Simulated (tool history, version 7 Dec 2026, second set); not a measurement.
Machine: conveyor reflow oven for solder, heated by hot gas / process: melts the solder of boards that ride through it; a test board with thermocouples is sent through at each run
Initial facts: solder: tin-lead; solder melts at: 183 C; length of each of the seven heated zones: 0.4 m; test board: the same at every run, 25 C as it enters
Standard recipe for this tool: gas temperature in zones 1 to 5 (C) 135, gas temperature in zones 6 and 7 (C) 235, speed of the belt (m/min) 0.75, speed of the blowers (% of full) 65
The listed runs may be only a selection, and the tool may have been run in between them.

run	hour	gas temperature in zones 1 to 5 (C)	gas temperature in zones 6 and 7 (C)	speed of the belt (m/min)	speed of the blowers (% of full)	highest temperature of the board (C)	time above the solder's melting point (s)
1	0	135	235	0.75	65	211.93	42.21
2	26.5	135	235	0.75	65	211.89	42.23
3	43.4	135	235	0.75	65	211.92	42.13
4	55.8	135	235	0.75	65	211.88	42.08
5	75	135	235	0.664	65	217.33	53.03
6	97.6	135	235	0.664	65	217.28	52.99
7	120.3	135	235	0.664	65	216.62	52.5
8	134.4	135	235	0.75	65	212.17	42.54
9	151.4	135	235	0.75	65	212.18	42.51
10	169.2	140	235	0.75	65	213.31	44.94
11	192.5	140	235	0.75	65	213.32	44.84
12	211.3	140	235	0.75	65	213.17	44.85
13	236.9	140	235	0.75	65	213.29	44.83
14	248.8	135	235	0.75	65	212.06	42.36
15	273.3	135	235	0.75	65	212.03	42.41
16	298.7	135	235	0.75	65	211.97	42.25
17	314.3	137	235	0.75	65	212.48	43.22
18	337.6	137	235	0.75	65	212.44	43.21
19	365.5	137	235	0.75	65	212.39	43.2
20	396.4	137	235	0.75	65	213.23	44
21	419.4	142	239	0.643	72	225.13	63.03
22	434.9	129	226	0.899	64	196.1	19.14
23	458.1	129	226	0.846	51	191.92	14.38
24	480.6	120	225	0.75	80	206.56	34.99
25	506.3	120	225	0.75	80	206.38	34.93
26	529.4	120	246	0.74	80	225.04	48.6
27	556.1	120	246	0.74	80	224.88	48.49
28	579.2	135	235	0.623	88	225.13	63.45
29	594.5	135	235	0.623	88	225.06	63.44
30	608	122	235	0.673	79	218.8	50.39
31	635.3	130	235	0.673	77	219.47	52.98

Removed from this log: 3 entries logged between the listed runs. Between which two listed runs does each belong, and how does the tool's hidden state at the listed run before it compare with that at the listed run after it?
Runs 4 to 5: flux residue cleaned out of gas plates and filters (hour 62.9)
  heat that the gas passes to the board, % of a clean oven's: 96.7 -> 99.8; belt's true speed, % of the reading: 99.73 -> 99.72; true gas temperature in zones 6 and 7 over the reading, C: 0.95 -> 0.98
  difference, measured minus the result without the unlogged condition, highest temperature of the board (C): -0.06 -> +0.9; time above the solder's melting point (s): -0.08 -> +0.83
Runs 6 to 7: thermocouples of zones 6 and 7 changed (hour 114.2)
  heat that the gas passes to the board, % of a clean oven's: 99.6 -> 99.4; belt's true speed, % of the reading: 99.71 -> 99.69; true gas temperature in zones 6 and 7 over the reading, C: 1.02 -> 0.36
  difference, measured minus the result without the unlogged condition, highest temperature of the board (C): +0.87 -> +0.26; time above the solder's melting point (s): +0.81 -> +0.35
Runs 19 to 20: flux residue cleaned out of gas plates and filters (hour 388.8)
  heat that the gas passes to the board, % of a clean oven's: 96.9 -> 99.7; belt's true speed, % of the reading: 99.56 -> 99.54; true gas temperature in zones 6 and 7 over the reading, C: 0.79 -> 0.84
  difference, measured minus the result without the unlogged condition, highest temperature of the board (C): -0.04 -> +0.77; time above the solder's melting point (s): +0.05 -> +0.8
